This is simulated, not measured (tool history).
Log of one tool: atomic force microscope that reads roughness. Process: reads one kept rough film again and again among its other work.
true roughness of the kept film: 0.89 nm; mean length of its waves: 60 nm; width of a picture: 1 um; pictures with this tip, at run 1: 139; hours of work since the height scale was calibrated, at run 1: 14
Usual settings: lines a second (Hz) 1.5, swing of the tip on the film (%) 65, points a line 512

| run | hour | lines a second (Hz) | swing of the tip on the film (%) | points a line | pictures with this tip | hours of work since the height scale was calibrated | roughness of the kept film (nm (root mean square)) |
|---|---|---|---|---|---|---|---|
| 1 | 0 | 1.5 | 65 | 512 | 139 | 14 | 0.859 |
| 2 | 6.6 | 1.5 | 55 | 512 | 147 | 17 | 0.874 |
| 3 | 15.5 | 1.5 | 55 | 512 | 158 | 21 | 0.872 |
| 4 | 25.7 | 1.5 | 65 | 512 | 170 | 26 | 0.852 |
| 5 | 32.7 | 1.5 | 65 | 512 | 179 | 29 | 0.858 |
| 6 | 42.3 | 1.5 | 65 | 512 | 191 | 34 | 0.854 |
|  | 44.7 | new tip fitted |
| 7 | 52.3 | 1.5 | 65 | 512 | 10 | 39 | 0.854 |
| 8 | 57.9 | 1.5 | 65 | 512 | 16 | 41 | 0.859 |
| 9 | 68.2 | 1.5 | 65 | 512 | 29 | 46 | 0.858 |
| 10 | 75.7 | 1.5 | 65 | 512 | 38 | 50 | 0.861 |
| 11 | 82.7 | 1.5 | 65 | 512 | 47 | 54 | 0.857 |
| 12 | 90.4 | 1.5 | 65 | 512 | 56 | 57 | 0.857 |
| 13 | 96.2 | 1.5 | 65 | 512 | 63 | 60 | 0.857 |
| 14 | 104.1 | 2.65 | 59 | 364 | 73 | 64 | 0.851 |
| 15 | 110.4 | 1.18 | 83 | 899 | 81 | 67 | 0.829 |
| 16 | 114.8 | 2.35 | 82 | 490 | 86 | 69 | 0.787 |
| 17 | 122.5 | 1.36 | 65 | 594 | 96 | 73 | 0.859 |
| 18 | 129.3 | 1.44 | 74 | 512 | 104 | 76 | 0.841 |
| 19 | 138.8 | 1.44 | 74 | 512 | 116 | 81 | 0.84 |
| 20 | 144.7 | 2.18 | 74 | 361 | 123 | 84 | 0.82 |
| 21 | 155 | 2.18 | 74 | 361 | 136 | 89 | 0.823 |
| 22 | 162.1 | 1.35 | 65 | 325 | 144 | 92 | 0.859 |
| 23 | 168.6 | 0.51 | 67 | 512 | 152 | 95 | 0.872 |

4 ways to go on from here, each from the tool as it stands after run 23. What would each give?
| A | 176.7 | 1.5 | 78 | 512 | 162 | 99 | ? |
| B | 176.7 | 1.5 | 60 | 512 | 162 | 99 | ? |
| C | 176.7 | 0.66 | 66 | 451 | 162 | 99 | ? |
| D | 176.7 | 0.57 | 67 | 512 | 162 | 99 | ? |

| run | roughness of the kept film (nm (root mean square)) |
|---|---|
| A | 0.832 |
| B | 0.863 |
| C | 0.871 |
| D | 0.875 |
Without the tool's hidden state the same runs would have given:
| run | roughness of the kept film (nm (root mean square)) |
|---|---|
| A | 0.833 |
| B | 0.863 |
| C | 0.871 |
| D | 0.875 |
